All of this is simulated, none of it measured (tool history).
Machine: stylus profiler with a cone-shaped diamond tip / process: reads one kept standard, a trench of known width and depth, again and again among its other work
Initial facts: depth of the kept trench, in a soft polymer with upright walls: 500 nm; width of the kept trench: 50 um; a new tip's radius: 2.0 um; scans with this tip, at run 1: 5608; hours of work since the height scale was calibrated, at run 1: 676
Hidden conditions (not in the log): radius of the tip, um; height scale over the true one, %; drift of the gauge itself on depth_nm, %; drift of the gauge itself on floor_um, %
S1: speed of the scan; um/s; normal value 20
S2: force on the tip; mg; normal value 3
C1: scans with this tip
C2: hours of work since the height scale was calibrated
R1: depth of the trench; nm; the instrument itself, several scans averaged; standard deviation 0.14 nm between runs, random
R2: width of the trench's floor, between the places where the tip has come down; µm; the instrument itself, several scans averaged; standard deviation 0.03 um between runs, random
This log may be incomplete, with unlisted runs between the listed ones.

run	hour	S1	S2	C1	C2	R1	R2
1	0	20	3	5608	676	509.77	47.22
2	47.3	20	3	5778	697	509.4	47.24
3	112.2	20	3	6012	725	509.61	47.22
4	180.5	20	3	6258	755	509.41	47.28
5	236.5	20	3	6459	779	509.47	47.27
6	268	20	3	6573	793	509.6	47.23
7	333.8	20	3	6810	821	509.37	47.31
8	399.7	20	3	7047	850	509.67	47.19
9	448.6	20	3	7223	871	509.52	47.25
10	514.1	20	3	7459	900	509.69	47.27
11	576.2	20	3	7682	926	509.55	47.27
12	622.9	17	3	7850	947	509.58	47.22
13	658.5	17	3	7978	962	509.71	47.22
14	700.4	17	3	8129	980	509.72	47.25
15	734.2	17	3	8250	995	509.7	47.28
16	770.1	41	3	8380	1011	509.71	47.14
17	813.7	41	3	8536	1030	509.74	47.16
18	853.6	20	7.18	8680	1047	517.44	47.25
19	899.4	20	7.18	8845	1067	517	47.33
20	931.7	20	7.18	8961	1081	517.47	47.31
21	1000.7	20	3	9210	1111	509.52	47.23
22	1056.4	20	3	9410	1135	509.49	47.29
23	1101.1	7	4.3	9571	1154	512.1	47.3
24	1158.3	12	3.83	9777	1179	511.19	47.32
25	1228	80	8.74	10028	1209	519.59	47.12
26	1267.2	55	6.54	10168	1226	516.33	47.15
27	1305.5	55	6.54	10306	1243	516.17	47.2
28	1371	16	1.92	10542	1271	507.2	47.24
29	1422.3	55	1.39	10727	1294	505.59	46.96
30	1459.1	15	4.91	10859	1310	513.39	47.25
31	1509.2	15	4.91	11039	1331	513.48	47.3
32	1562.9	23	1.09	11233	1355	504.75	47.18
33	1630.8	20	2.99	11477	1384	509.49	47.24
34	1661.4	20	2.99	11587	1397	509.55	47.28
35	1698.3	49	1.99	11720	1413	507.07	47
36	1741.8	8	2.42	11877	1432	508.23	47.33
37	1791.6	19	2.42	12056	1454	508.29	47.23
38	1840	19	1.71	12230	1475	506.47	47.23
39	1881.5	9	1.3	12379	1493	505.55	47.28
40	1915.5	6	8.84	12502	1508	519.84	47.29
41	1972.6	57	1.39	12707	1533	505.7	46.97
42	2016	57	1.39	12863	1551	505.55	46.88
43	2055.6	57	1.39	13006	1569	505.59	46.92

For some of the steps in R2 from one run to the next: how much would appear even if the tool had no hidden state, given the settings, what came in and random variation, and how much remains for the hidden state plus any gauge scatter that the measured result and the result without hidden state don't share?
Run 10 -> 11: settings left as they were, no log entry in between. R2 +0 µm: hidden state -0.01, all else +0.01.
Run 11 -> 12: S1 20 -> 17. R2 -0.05 µm: hidden state +0.01, all else -0.06.
Run 20 -> 21: S2 7.18 -> 3. R2 -0.08 µm: hidden state -0.01, all else -0.07.
Run 29 -> 30: S1 55 -> 15, S2 1.39 -> 4.91. R2 +0.29 µm: hidden state +0, all else +0.29.
Run 35 -> 36: S1 49 -> 8, S2 1.99 -> 2.42. R2 +0.33 µm: hidden state +0, all else +0.33.
Run 40 -> 41: S1 6 -> 57, S2 8.84 -> 1.39. R2 -0.32 µm: hidden state +0, all else -0.32.
